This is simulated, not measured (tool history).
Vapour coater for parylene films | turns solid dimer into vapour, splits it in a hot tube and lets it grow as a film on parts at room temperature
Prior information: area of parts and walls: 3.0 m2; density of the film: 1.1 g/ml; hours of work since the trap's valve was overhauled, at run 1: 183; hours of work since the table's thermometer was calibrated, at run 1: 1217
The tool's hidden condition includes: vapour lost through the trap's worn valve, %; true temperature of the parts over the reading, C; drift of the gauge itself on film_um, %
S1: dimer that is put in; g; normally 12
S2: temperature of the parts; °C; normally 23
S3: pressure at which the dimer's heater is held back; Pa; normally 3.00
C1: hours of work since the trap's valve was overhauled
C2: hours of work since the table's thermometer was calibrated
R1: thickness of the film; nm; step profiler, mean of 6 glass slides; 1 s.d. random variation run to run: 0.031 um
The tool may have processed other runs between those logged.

run,hour,S1,S2,S3,C1,C2,R1
1,0.0,12,23,3.00,183,1217,2700
2,41.4,6,23,3.00,208,1242,1340
3,90.1,6,23,3.00,238,1272,1300
4,133.4,13,23,3.00,265,1298,2770
# hour 139.9: table's thermometer calibrated
5,179.4,12,16,3.00,292,24,3110
6,234.4,14,27,3.00,326,58,2460
# hour 254.6: trap's valve overhauled
7,276.6,14,27,3.00,14,81,2830
8,331.7,21,27,2.56,47,115,4330
9,378.9,21,27,2.56,76,144,4180
10,426.2,17,35,2.88,105,173,2330

Forecast each of these 3 alternatives for the next run:
# hour 435.0: table's thermometer calibrated, once more
A,472.8,11,26,4.56,133,23,?
# hour 435.0: table's thermometer calibrated, once more
B,472.8,12,35,3.96,133,23,?
# hour 435.0: table's thermometer calibrated, once more
C,472.8,21,16,8.08,133,23,?

run,R1
A,2100
B,1640
C,5230
What these runs would have given with no unlogged condition in the tool:
run,R1
A,2230
B,1740
C,5550

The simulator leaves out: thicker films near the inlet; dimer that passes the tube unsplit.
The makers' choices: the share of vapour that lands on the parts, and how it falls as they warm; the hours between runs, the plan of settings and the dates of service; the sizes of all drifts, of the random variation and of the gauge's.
